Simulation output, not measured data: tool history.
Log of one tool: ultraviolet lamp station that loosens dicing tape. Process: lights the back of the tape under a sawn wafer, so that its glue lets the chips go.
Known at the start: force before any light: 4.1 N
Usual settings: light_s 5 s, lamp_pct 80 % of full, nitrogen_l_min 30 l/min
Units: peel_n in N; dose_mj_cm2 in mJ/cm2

run 1 hour=0 | light_s=5 lamp_pct=80 nitrogen_l_min=30 | peel_n=0.271 dose_mj_cm2=235
run 2 hour=22.7 | light_s=5 lamp_pct=80 nitrogen_l_min=30 | peel_n=0.267 dose_mj_cm2=239
run 3 hour=43.6 | light_s=5 lamp_pct=80 nitrogen_l_min=30 | peel_n=0.264 dose_mj_cm2=238
run 4 hour=67 | light_s=5 lamp_pct=80 nitrogen_l_min=30 | peel_n=0.282 dose_mj_cm2=230
run 5 hour=80.5 | light_s=5 lamp_pct=89 nitrogen_l_min=30 | peel_n=0.248 dose_mj_cm2=258
run 6 hour=92.6 | light_s=5 lamp_pct=80 nitrogen_l_min=19 | peel_n=0.323 dose_mj_cm2=232
run 7 hour=111.5 | light_s=5 lamp_pct=80 nitrogen_l_min=19 | peel_n=0.333 dose_mj_cm2=231
run 8 hour=134.2 | light_s=5 lamp_pct=80 nitrogen_l_min=19 | peel_n=0.336 dose_mj_cm2=229
run 9 hour=158.7 | light_s=5 lamp_pct=80 nitrogen_l_min=19 | peel_n=0.344 dose_mj_cm2=228
run 10 hour=172.9 | light_s=5 lamp_pct=80 nitrogen_l_min=19 | peel_n=0.337 dose_mj_cm2=225
run 11 hour=186 | light_s=5 lamp_pct=80 nitrogen_l_min=19 | peel_n=0.331 dose_mj_cm2=224
run 12 hour=204.3 | light_s=5 lamp_pct=80 nitrogen_l_min=19 | peel_n=0.347 dose_mj_cm2=230
run 13 hour=215.7 | light_s=5 lamp_pct=80 nitrogen_l_min=19 | peel_n=0.343 dose_mj_cm2=226
run 14 hour=227.5 | light_s=3 lamp_pct=80 nitrogen_l_min=19 | peel_n=0.734 dose_mj_cm2=133
run 15 hour=243.5 | light_s=3 lamp_pct=80 nitrogen_l_min=19 | peel_n=0.749 dose_mj_cm2=137
run 16 hour=253.7 | light_s=3 lamp_pct=80 nitrogen_l_min=19 | peel_n=0.759 dose_mj_cm2=133
run 17 hour=277.3 | light_s=3 lamp_pct=80 nitrogen_l_min=19 | peel_n=0.753 dose_mj_cm2=133
run 18 hour=298.5 | light_s=9 lamp_pct=72 nitrogen_l_min=42 | peel_n=0.213 dose_mj_cm2=359
run 19 hour=312 | light_s=5 lamp_pct=64 nitrogen_l_min=9 | peel_n=0.758 dose_mj_cm2=178
run 20 hour=331.1 | light_s=5 lamp_pct=64 nitrogen_l_min=9 | peel_n=0.752 dose_mj_cm2=177
run 21 hour=351.1 | light_s=5 lamp_pct=62 nitrogen_l_min=9 | peel_n=0.806 dose_mj_cm2=173
run 22 hour=367.9 | light_s=3 lamp_pct=80 nitrogen_l_min=9 | peel_n=1.14 dose_mj_cm2=131
run 23 hour=381.3 | light_s=5 lamp_pct=62 nitrogen_l_min=13 | peel_n=0.666 dose_mj_cm2=170
run 24 hour=404.6 | light_s=5 lamp_pct=62 nitrogen_l_min=13 | peel_n=0.628 dose_mj_cm2=167
run 25 hour=420.9 | light_s=5 lamp_pct=62 nitrogen_l_min=13 | peel_n=0.68 dose_mj_cm2=169
run 26 hour=437.1 | light_s=5 lamp_pct=87 nitrogen_l_min=14 | peel_n=0.391 dose_mj_cm2=232
run 27 hour=461.3 | light_s=4 lamp_pct=92 nitrogen_l_min=44 | peel_n=0.291 dose_mj_cm2=196
run 28 hour=471.7 | light_s=4 lamp_pct=92 nitrogen_l_min=44 | peel_n=0.285 dose_mj_cm2=195
run 29 hour=482.9 | light_s=7 lamp_pct=93 nitrogen_l_min=13 | peel_n=0.255 dose_mj_cm2=346
run 30 hour=501.1 | light_s=7 lamp_pct=93 nitrogen_l_min=13 | peel_n=0.262 dose_mj_cm2=345

3 ways to go on from here, each from the tool as it stands after run 30. What would each give?
run A hour=521.5 | light_s=6 lamp_pct=94 nitrogen_l_min=30 | peel_n=? dose_mj_cm2=?
run B hour=521.5 | light_s=5 lamp_pct=83 nitrogen_l_min=30 | peel_n=? dose_mj_cm2=?
run C hour=521.5 | light_s=4 lamp_pct=69 nitrogen_l_min=30 | peel_n=? dose_mj_cm2=?

run=A peel_n=0.224 dose_mj_cm2=296
run=B peel_n=0.292 dose_mj_cm2=216
run=C peel_n=0.485 dose_mj_cm2=144
Without the tool's hidden state the same runs would have given:
run=A peel_n=0.209 dose_mj_cm2=358
run=B peel_n=0.245 dose_mj_cm2=262
run=C peel_n=0.364 dose_mj_cm2=174

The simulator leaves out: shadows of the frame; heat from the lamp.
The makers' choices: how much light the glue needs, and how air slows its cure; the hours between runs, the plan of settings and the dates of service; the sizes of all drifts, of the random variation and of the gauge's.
